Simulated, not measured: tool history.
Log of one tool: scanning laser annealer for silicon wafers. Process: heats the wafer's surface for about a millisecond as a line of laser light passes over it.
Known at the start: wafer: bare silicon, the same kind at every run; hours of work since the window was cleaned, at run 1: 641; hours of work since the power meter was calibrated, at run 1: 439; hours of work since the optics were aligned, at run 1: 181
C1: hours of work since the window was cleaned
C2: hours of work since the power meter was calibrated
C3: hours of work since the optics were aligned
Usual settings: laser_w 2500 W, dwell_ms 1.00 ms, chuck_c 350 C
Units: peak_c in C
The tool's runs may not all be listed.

run 1 hour=0.0 | laser_w=2500 dwell_ms=1.00 chuck_c=350 | C1=641 C2=439 C3=181 | peak_c=1129
run 2 hour=19.2 | laser_w=2500 dwell_ms=1.00 chuck_c=350 | C1=650 C2=449 C3=190 | peak_c=1129
run 3 hour=34.4 | laser_w=2529 dwell_ms=1.00 chuck_c=350 | C1=658 C2=456 C3=198 | peak_c=1141
run 4 hour=49.5 | laser_w=2529 dwell_ms=1.00 chuck_c=350 | C1=665 C2=464 C3=205 | peak_c=1141
run 5 hour=70.3 | laser_w=2529 dwell_ms=1.00 chuck_c=350 | C1=675 C2=474 C3=215 | peak_c=1138
run 6 hour=96.1 | laser_w=2500 dwell_ms=1.00 chuck_c=350 | C1=688 C2=487 C3=228 | peak_c=1125
run 7 hour=121.2 | laser_w=2676 dwell_ms=1.21 chuck_c=318 | C1=701 C2=500 C3=241 | peak_c=1244
run 8 hour=141.9 | laser_w=2588 dwell_ms=1.21 chuck_c=313 | C1=711 C2=510 C3=251 | peak_c=1198
run 9 hour=154.0 | laser_w=2588 dwell_ms=1.21 chuck_c=313 | C1=717 C2=516 C3=257 | peak_c=1200
run 10 hour=182.2 | laser_w=2711 dwell_ms=0.96 chuck_c=350 | C1=731 C2=530 C3=271 | peak_c=1194
run 11 hour=208.0 | laser_w=2418 dwell_ms=1.19 chuck_c=350 | C1=744 C2=543 C3=284 | peak_c=1155

Run 12 comes next. What will it give?
run 12 hour=234.5 | laser_w=2700 dwell_ms=1.19 chuck_c=381 | C1=757 C2=556 C3=297 | peak_c=?

peak_c: 1306 C
Without the tool's hidden state the same run would have given peak_c 1374 C.
